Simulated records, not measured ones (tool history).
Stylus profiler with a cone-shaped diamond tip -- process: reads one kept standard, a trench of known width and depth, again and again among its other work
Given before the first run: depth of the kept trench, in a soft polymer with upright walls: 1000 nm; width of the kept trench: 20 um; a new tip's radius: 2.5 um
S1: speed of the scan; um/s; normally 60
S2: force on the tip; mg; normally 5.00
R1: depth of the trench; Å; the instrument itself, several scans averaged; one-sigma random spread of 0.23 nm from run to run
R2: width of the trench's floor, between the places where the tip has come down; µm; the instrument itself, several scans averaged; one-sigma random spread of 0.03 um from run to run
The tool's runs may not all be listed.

run	hour	S1	S2	R1	R2
1	0.0	60	5.00	10239.7	15.75
2	47.9	60	5.00	10241.6	15.76
3	85.8	60	5.00	10247.0	15.74
# hour 109.8: height scale calibrated on a step standard
4	124.1	60	5.00	10244.1	15.84
5	169.3	60	5.00	10244.2	15.75
6	221.8	60	5.00	10247.2	15.72
7	249.0	31	5.00	10241.0	15.87
8	296.8	60	5.00	10244.6	15.78
9	336.5	60	5.00	10243.8	15.74
10	366.5	60	5.00	10240.9	15.81
11	413.5	60	2.91	10168.0	15.69
12	452.1	60	2.91	10168.0	15.69
13	506.8	60	1.67	10118.6	15.63
14	542.5	49	5.00	10245.9	15.85
15	594.8	49	5.00	10238.4	15.75
16	629.6	60	5.00	10243.1	15.76
17	664.1	60	5.00	10243.6	15.75
18	702.6	21	1.77	10123.7	15.86
19	736.7	20	4.94	10238.5	15.93
20	793.4	107	5.00	10239.1	15.63
21	840.0	21	4.08	10210.7	15.88
22	878.1	24	4.36	10220.9	15.88
23	928.5	198	4.68	10235.9	15.25
24	952.4	198	4.68	10230.7	15.24
25	979.7	198	4.68	10234.2	15.25
26	1026.8	237	4.14	10213.5	14.98
27	1084.1	237	4.14	10213.6	15.00
28	1133.8	237	6.53	10291.0	15.27
29	1162.2	60	2.45	10151.0	15.64
30	1197.8	60	2.45	10149.1	15.73
31	1230.4	60	2.45	10154.0	15.67
32	1259.6	60	2.45	10151.5	15.69
33	1295.9	33	2.57	10155.0	15.78

Predict the results of run 34:
34	1348.0	39	5.85	?	?

{"run 34": {"R1": 10273.6, "R2": 15.89}}
Minus the tool's unlogged condition, the same run would have read R1 10273.8 Å, R2 15.92 µm.
